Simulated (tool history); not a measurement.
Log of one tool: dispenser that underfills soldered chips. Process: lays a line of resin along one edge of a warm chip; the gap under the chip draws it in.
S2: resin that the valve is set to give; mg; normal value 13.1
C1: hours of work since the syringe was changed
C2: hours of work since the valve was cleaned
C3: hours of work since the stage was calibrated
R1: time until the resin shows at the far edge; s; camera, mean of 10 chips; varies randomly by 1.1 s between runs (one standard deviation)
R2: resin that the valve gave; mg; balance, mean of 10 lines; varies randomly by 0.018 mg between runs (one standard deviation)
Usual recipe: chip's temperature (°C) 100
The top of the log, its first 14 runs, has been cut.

-- hour=77.8 new syringe of resin
run 15 hour=78.8 | chip's_temperature_(°C)=106 S2=13.1 | C1=1 C2=19 C3=197 | R1=86.8 R2=12.99
run 16 hour=83.0 | chip's_temperature_(°C)=100 S2=13.1 | C1=4 C2=22 C3=201 | R1=147.0 R2=12.94
-- hour=87.8 new syringe of resin
run 17 hour=88.9 | chip's_temperature_(°C)=100 S2=13.1 | C1=1 C2=26 C3=205 | R1=114.5 R2=12.94
run 18 hour=96.4 | chip's_temperature_(°C)=100 S2=13.1 | C1=6 C2=31 C3=210 | R1=180.1 R2=12.84
-- hour=97.9 new syringe of resin
run 19 hour=102.6 | chip's_temperature_(°C)=112 S2=12.9 | C1=3 C2=35 C3=214 | R1=86.3 R2=12.63
-- hour=108.3 new syringe of resin
run 20 hour=109.4 | chip's_temperature_(°C)=96 S2=14.5 | C1=1 C2=40 C3=219 | R1=134.5 R2=14.17
-- hour=111.6 dispensing valve cleaned and set on the balance
run 21 hour=113.8 | chip's_temperature_(°C)=111 S2=15.7 | C1=3 C2=2 C3=221 | R1=86.3 R2=15.70
run 22 hour=118.5 | chip's_temperature_(°C)=113 S2=16.3 | C1=7 C2=5 C3=225 | R1=107.7 R2=16.27
-- hour=119.2 new syringe of resin
run 23 hour=126.1 | chip's_temperature_(°C)=113 S2=16.3 | C1=5 C2=10 C3=230 | R1=93.3 R2=16.22
-- hour=129.3 new syringe of resin
run 24 hour=132.8 | chip's_temperature_(°C)=96 S2=13.1 | C1=3 C2=15 C3=235 | R1=159.8 R2=13.01
run 25 hour=138.1 | chip's_temperature_(°C)=99 S2=16.2 | C1=6 C2=19 C3=239 | R1=192.5 R2=16.02
-- hour=139.5 new syringe of resin
run 26 hour=143.5 | chip's_temperature_(°C)=99 S2=16.2 | C1=3 C2=22 C3=242 | R1=137.8 R2=16.00
-- hour=149.8 new syringe of resin
run 27 hour=150.7 | chip's_temperature_(°C)=99 S2=15.8 | C1=1 C2=27 C3=247 | R1=117.6 R2=15.54
run 28 hour=158.2 | chip's_temperature_(°C)=99 S2=15.8 | C1=6 C2=33 C3=253 | R1=186.3 R2=15.48
-- hour=159.9 new syringe of resin
run 29 hour=165.9 | chip's_temperature_(°C)=95 S2=12.1 | C1=4 C2=38 C3=258 | R1=198.4 R2=11.79
-- hour=170.5 dispensing valve cleaned and set on the balance
-- hour=170.9 new syringe of resin
run 30 hour=170.9 | chip's_temperature_(°C)=95 S2=12.1 | C1=0 C2=0 C3=261 | R1=138.6 R2=12.14
run 31 hour=174.3 | chip's_temperature_(°C)=105 S2=13.6 | C1=2 C2=3 C3=263 | R1=108.9 R2=13.59
-- hour=181.1 new syringe of resin
run 32 hour=181.4 | chip's_temperature_(°C)=105 S2=13.6 | C1=0 C2=8 C3=268 | R1=85.8 R2=13.54
run 33 hour=186.4 | chip's_temperature_(°C)=104 S2=11.5 | C1=4 C2=11 C3=272 | R1=128.0 R2=11.44
-- hour=191.1 new syringe of resin
run 34 hour=192.7 | chip's_temperature_(°C)=115 S2=11.1 | C1=1 C2=15 C3=276 | R1=66.3 R2=11.02
run 35 hour=197.8 | chip's_temperature_(°C)=103 S2=11.1 | C1=5 C2=19 C3=280 | R1=149.9 R2=10.99

Below are 4 alternative next runs, each starting from the tool's condition after run 35. Predict each:
-- hour=201.1 new syringe of resin
run A hour=202.4 | chip's_temperature_(°C)=89 S2=11.4 | C1=1 C2=22 C3=283 | R1=? R2=?
-- hour=201.1 new syringe of resin
run B hour=202.4 | chip's_temperature_(°C)=85 S2=11.2 | C1=1 C2=22 C3=283 | R1=? R2=?
-- hour=201.1 new syringe of resin
run C hour=202.4 | chip's_temperature_(°C)=105 S2=14.6 | C1=1 C2=22 C3=283 | R1=? R2=?
-- hour=201.1 new syringe of resin
run D hour=202.4 | chip's_temperature_(°C)=108 S2=13.1 | C1=1 C2=22 C3=283 | R1=? R2=?

run=A R1=195.4 R2=11.27
run=B R1=237.0 R2=11.06
run=C R1=92.4 R2=14.40
run=D R1=81.5 R2=12.91
What these runs would have given with no unlogged condition in the tool:
run=A R1=178.6 R2=11.41
run=B R1=216.5 R2=11.20
run=C R1=84.7 R2=14.58
run=D R1=74.8 R2=13.07

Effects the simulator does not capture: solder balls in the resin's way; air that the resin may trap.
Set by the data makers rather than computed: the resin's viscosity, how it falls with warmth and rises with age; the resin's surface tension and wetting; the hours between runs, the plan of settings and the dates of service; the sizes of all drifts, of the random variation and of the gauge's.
